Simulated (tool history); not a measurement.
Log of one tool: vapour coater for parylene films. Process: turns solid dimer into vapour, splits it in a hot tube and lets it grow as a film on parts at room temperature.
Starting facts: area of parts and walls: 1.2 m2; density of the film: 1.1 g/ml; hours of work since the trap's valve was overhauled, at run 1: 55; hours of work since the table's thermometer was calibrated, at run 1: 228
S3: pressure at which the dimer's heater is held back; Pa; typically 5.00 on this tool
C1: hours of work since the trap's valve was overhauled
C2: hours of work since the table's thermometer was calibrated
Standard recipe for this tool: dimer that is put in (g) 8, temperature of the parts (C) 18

Run 1, hour 0.0: usual settings; C1 55; C2 228. Result: thickness of the film (µm) 4.24.
Run 2, hour 12.2: usual settings; C1 63; C2 236. Result: thickness of the film (µm) 4.24.
Run 3, hour 23.2: usual settings; C1 70; C2 243. Result: thickness of the film (µm) 4.23.
Run 4, hour 36.0: usual settings; C1 78; C2 251. Result: thickness of the film (µm) 4.24.
Run 5, hour 54.8: usual settings; C1 89; C2 262. Result: thickness of the film (µm) 4.21.
Run 6, hour 69.9: usual settings; C1 99; C2 272. Result: thickness of the film (µm) 4.23.
Run 7, hour 78.7: usual settings but S3 2.21 Pa; C1 104; C2 277. Result: thickness of the film (µm) 4.53.
Run 8, hour 93.7: usual settings but S3 2.21 Pa; C1 114; C2 287. Result: thickness of the film (µm) 4.48.
Run 9, hour 105.6: usual settings but S3 2.21 Pa; C1 121; C2 294. Result: thickness of the film (µm) 4.49.
Run 10, hour 122.6: usual settings but S3 2.21 Pa; C1 132; C2 305. Result: thickness of the film (µm) 4.47.
Run 11, hour 131.6: usual settings but S3 2.21 Pa; C1 137; C2 310. Result: thickness of the film (µm) 4.48.
Run 12, hour 150.5: usual settings but S3 2.21 Pa; C1 149; C2 322. Result: thickness of the film (µm) 4.48.
Run 13, hour 169.7: usual settings but temperature of the parts (C) 16; C1 161; C2 334. Result: thickness of the film (µm) 4.50.
Run 14, hour 181.4: usual settings but temperature of the parts (C) 16; C1 168; C2 341. Result: thickness of the film (µm) 4.50.
Run 15, hour 189.9: usual settings but temperature of the parts (C) 16, S3 2.03 Pa; C1 174; C2 346. Result: thickness of the film (µm) 4.73.
Run 16, hour 205.4: usual settings but temperature of the parts (C) 24, S3 2.03 Pa; C1 183; C2 356. Result: thickness of the film (µm) 3.70.
Run 17, hour 224.8: usual settings but temperature of the parts (C) 24, S3 7.93 Pa; C1 195; C2 368. Result: thickness of the film (µm) 3.37.
Run 18, hour 243.3: usual settings; C1 207; C2 380. Result: thickness of the film (µm) 4.22.
Run 19, hour 259.0: usual settings; C1 217; C2 389. Result: thickness of the film (µm) 4.19.
Run 20, hour 274.4: usual settings; C1 226; C2 399. Result: thickness of the film (µm) 4.23.
Run 21, hour 293.9: usual settings; C1 238; C2 411. Result: thickness of the film (µm) 4.19.
Run 22, hour 305.7: usual settings; C1 246; C2 418. Result: thickness of the film (µm) 4.22.
Run 23, hour 314.8: usual settings but temperature of the parts (C) 17; C1 251; C2 424. Result: thickness of the film (µm) 4.34.
Run 24, hour 329.1: usual settings but temperature of the parts (C) 17; C1 260; C2 433. Result: thickness of the film (µm) 4.34.
Run 25, hour 339.5: usual settings but dimer that is put in (g) 3, temperature of the parts (C) 12; C1 267; C2 440. Result: thickness of the film (µm) 1.87.
Run 26, hour 355.2: usual settings but dimer that is put in (g) 11; C1 276; C2 449. Result: thickness of the film (µm) 5.81.
Run 27, hour 367.7: usual settings but dimer that is put in (g) 11; C1 284; C2 457. Result: thickness of the film (µm) 5.75.
Run 28, hour 377.3: usual settings but dimer that is put in (g) 11, S3 4.23 Pa; C1 290; C2 463. Result: thickness of the film (µm) 5.82.
Run 29, hour 387.7: usual settings but dimer that is put in (g) 7, temperature of the parts (C) 13; C1 297; C2 470. Result: thickness of the film (µm) 4.29.
Run 30, hour 399.5: usual settings but dimer that is put in (g) 4, temperature of the parts (C) 27, S3 4.22 Pa; C1 304; C2 477. Result: thickness of the film (µm) 1.59.
Run 31, hour 409.0: usual settings but dimer that is put in (g) 6, S3 9.38 Pa; C1 310; C2 483. Result: thickness of the film (µm) 2.96.
Run 32, hour 417.8: usual settings but dimer that is put in (g) 4, temperature of the parts (C) 10, S3 10.50 Pa; C1 315; C2 488. Result: thickness of the film (µm) 2.53.
Run 33, hour 435.6: usual settings but dimer that is put in (g) 13, temperature of the parts (C) 22, S3 3.67 Pa; C1 326; C2 499. Result: thickness of the film (µm) 6.09.
Run 34, hour 445.5: usual settings but dimer that is put in (g) 10, temperature of the parts (C) 27, S3 4.07 Pa; C1 333; C2 506. Result: thickness of the film (µm) 4.03.
Run 35, hour 458.0: usual settings but dimer that is put in (g) 9, temperature of the parts (C) 27, S3 4.07 Pa; C1 340; C2 513. Result: thickness of the film (µm) 3.62.
Run 36, hour 478.0: usual settings but dimer that is put in (g) 3, temperature of the parts (C) 12; C1 353; C2 526. Result: thickness of the film (µm) 1.88.
Run 37, hour 494.3: usual settings but dimer that is put in (g) 3, temperature of the parts (C) 12; C1 363; C2 536. Result: thickness of the film (µm) 1.87.
Run 38, hour 509.1: usual settings but dimer that is put in (g) 4, temperature of the parts (C) 19, S3 5.41 Pa; C1 372; C2 545. Result: thickness of the film (µm) 2.01.
Run 39, hour 519.1: usual settings but dimer that is put in (g) 4, S3 8.14 Pa; C1 378; C2 551. Result: thickness of the film (µm) 1.99.
Run 40, hour 536.3: usual settings but temperature of the parts (C) 16; C1 389; C2 562. Result: thickness of the film (µm) 4.43.
Run 41, hour 550.9: usual settings but temperature of the parts (C) 16; C1 398; C2 571. Result: thickness of the film (µm) 4.43.
Run 42, hour 564.7: usual settings but temperature of the parts (C) 11, S3 9.92 Pa; C1 407; C2 580. Result: thickness of the film (µm) 4.85.
Run 43, hour 582.5: usual settings but dimer that is put in (g) 11, temperature of the parts (C) 13, S3 4.69 Pa; C1 418; C2 591. Result: thickness of the film (µm) 6.67.
At hour 586.7: gauge calibrated.
Run 44, hour 594.1: usual settings but dimer that is put in (g) 6, temperature of the parts (C) 13, S3 3.07 Pa; C1 425; C2 598. Result: thickness of the film (µm) 3.84.
Run 45, hour 610.8: usual settings but dimer that is put in (g) 9, temperature of the parts (C) 27, S3 4.83 Pa; C1 436; C2 608. Result: thickness of the film (µm) 3.62.
Run 46, hour 627.7: usual settings but dimer that is put in (g) 5, temperature of the parts (C) 28; C1 446; C2 619. Result: thickness of the film (µm) 1.95.

Consider 5 possible next runs. They are alternatives, not a sequence: every one starts from the tool as it was left by run 46. What does each give?
Run A, hour 642.6: usual settings but dimer that is put in (g) 11, temperature of the parts (C) 21, S3 2.48 Pa; C1 455; C2 628. Result: thickness of the film (µm) ?.
Run B, hour 642.6: usual settings but dimer that is put in (g) 12, temperature of the parts (C) 20, S3 8.33 Pa; C1 455; C2 628. Result: thickness of the film (µm) ?.
Run C, hour 642.6: usual settings but dimer that is put in (g) 3, temperature of the parts (C) 28, S3 5.44 Pa; C1 455; C2 628. Result: thickness of the film (µm) ?.
Run D, hour 642.6: usual settings but dimer that is put in (g) 9, temperature of the parts (C) 15, S3 4.81 Pa; C1 455; C2 628. Result: thickness of the film (µm) ?.
Run E, hour 642.6: usual settings but temperature of the parts (C) 25; C1 455; C2 628. Result: thickness of the film (µm) ?.

run  thickness of the film (µm)
  A                        5.63
  B                        5.72
  C                        1.16
  D                        5.26
  E                        3.40
Without the tool's unlogged condition, the same runs would have read:
run  thickness of the film (µm)
  A                        5.65
  B                        5.73
  C                        1.16
  D                        5.28
  E                        3.41
